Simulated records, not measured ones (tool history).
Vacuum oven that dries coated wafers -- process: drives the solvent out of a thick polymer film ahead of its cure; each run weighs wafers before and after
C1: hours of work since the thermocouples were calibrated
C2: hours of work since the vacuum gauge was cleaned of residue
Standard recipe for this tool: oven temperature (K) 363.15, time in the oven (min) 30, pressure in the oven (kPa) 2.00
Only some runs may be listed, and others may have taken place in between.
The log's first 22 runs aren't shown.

{"run": 23, "hour": 358.7, "oven temperature (K)": 363.15, "time in the oven (min)": 30, "pressure in the oven (kPa)": 2.0, "C1": 36, "C2": 551, "solvent left in the film (%)": 2.74}
{"run": 24, "hour": 370.6, "oven temperature (K)": 363.15, "time in the oven (min)": 30, "pressure in the oven (kPa)": 2.0, "C1": 43, "C2": 558, "solvent left in the film (%)": 2.63}
{"run": 25, "hour": 381.8, "oven temperature (K)": 363.15, "time in the oven (min)": 15, "pressure in the oven (kPa)": 2.22, "C1": 51, "C2": 565, "solvent left in the film (%)": 5.92}
{"run": 26, "hour": 394.9, "oven temperature (K)": 364.15, "time in the oven (min)": 15, "pressure in the oven (kPa)": 2.22, "C1": 59, "C2": 574, "solvent left in the film (%)": 5.59}
{"run": 27, "hour": 409.7, "oven temperature (K)": 364.15, "time in the oven (min)": 15, "pressure in the oven (kPa)": 2.22, "C1": 68, "C2": 583, "solvent left in the film (%)": 5.56}
{"run": 28, "hour": 418.7, "oven temperature (K)": 363.15, "time in the oven (min)": 28, "pressure in the oven (kPa)": 1.61, "C1": 74, "C2": 589, "solvent left in the film (%)": 2.53}
{"run": 29, "hour": 431.9, "oven temperature (K)": 363.15, "time in the oven (min)": 24, "pressure in the oven (kPa)": 1.26, "C1": 82, "C2": 597, "solvent left in the film (%)": 3.0}
{"run": 30, "hour": 453.0, "oven temperature (K)": 357.15, "time in the oven (min)": 29, "pressure in the oven (kPa)": 1.26, "C1": 96, "C2": 611, "solvent left in the film (%)": 4.48}
{"run": 31, "hour": 471.7, "oven temperature (K)": 351.15, "time in the oven (min)": 26, "pressure in the oven (kPa)": 1.02, "C1": 108, "C2": 623, "solvent left in the film (%)": 7.9}
{"run": 32, "hour": 485.8, "oven temperature (K)": 363.15, "time in the oven (min)": 16, "pressure in the oven (kPa)": 1.14, "C1": 117, "C2": 632, "solvent left in the film (%)": 5.0}
{"run": 33, "hour": 499.9, "oven temperature (K)": 377.15, "time in the oven (min)": 18, "pressure in the oven (kPa)": 1.34, "C1": 126, "C2": 641, "solvent left in the film (%)": 0.88}
{"run": 34, "hour": 511.4, "oven temperature (K)": 377.15, "time in the oven (min)": 18, "pressure in the oven (kPa)": 1.34, "C1": 133, "C2": 648, "solvent left in the film (%)": 0.86}
{"run": 35, "hour": 523.4, "oven temperature (K)": 353.15, "time in the oven (min)": 30, "pressure in the oven (kPa)": 2.0, "C1": 141, "C2": 656, "solvent left in the film (%)": 6.76}
{"run": 36, "hour": 538.2, "oven temperature (K)": 353.15, "time in the oven (min)": 30, "pressure in the oven (kPa)": 1.47, "C1": 150, "C2": 665, "solvent left in the film (%)": 6.34}
{"run": 37, "hour": 548.8, "oven temperature (K)": 355.15, "time in the oven (min)": 30, "pressure in the oven (kPa)": 2.0, "C1": 157, "C2": 672, "solvent left in the film (%)": 5.77}
{"run": 38, "hour": 561.5, "oven temperature (K)": 349.15, "time in the oven (min)": 30, "pressure in the oven (kPa)": 2.47, "C1": 165, "C2": 680, "solvent left in the film (%)": 9.06}
{"run": 39, "hour": 573.0, "oven temperature (K)": 371.15, "time in the oven (min)": 40, "pressure in the oven (kPa)": 1.45, "C1": 172, "C2": 687, "solvent left in the film (%)": 0.72}
{"run": 40, "hour": 591.4, "oven temperature (K)": 371.15, "time in the oven (min)": 40, "pressure in the oven (kPa)": 1.45, "C1": 184, "C2": 699, "solvent left in the film (%)": 0.78}
{"run": 41, "hour": 607.0, "oven temperature (K)": 368.15, "time in the oven (min)": 40, "pressure in the oven (kPa)": 1.45, "C1": 194, "C2": 709, "solvent left in the film (%)": 0.97}
{"run": 42, "hour": 628.9, "oven temperature (K)": 361.15, "time in the oven (min)": 25, "pressure in the oven (kPa)": 2.0, "C1": 208, "C2": 723, "solvent left in the film (%)": 4.02}
{"run": 43, "hour": 644.2, "oven temperature (K)": 361.15, "time in the oven (min)": 25, "pressure in the oven (kPa)": 2.0, "C1": 218, "C2": 733, "solvent left in the film (%)": 3.98}

Expected results for the next run?
{"run": 44, "hour": 653.7, "oven temperature (K)": 359.15, "time in the oven (min)": 26, "pressure in the oven (kPa)": 2.05, "C1": 224, "C2": 739, "solvent left in the film (%)": "?"}

solvent left in the film (%): 4.72
Take away the tool's hidden state, keep the run-to-run variation as it was, and the same run would have given solvent left in the film (%) 4.69.
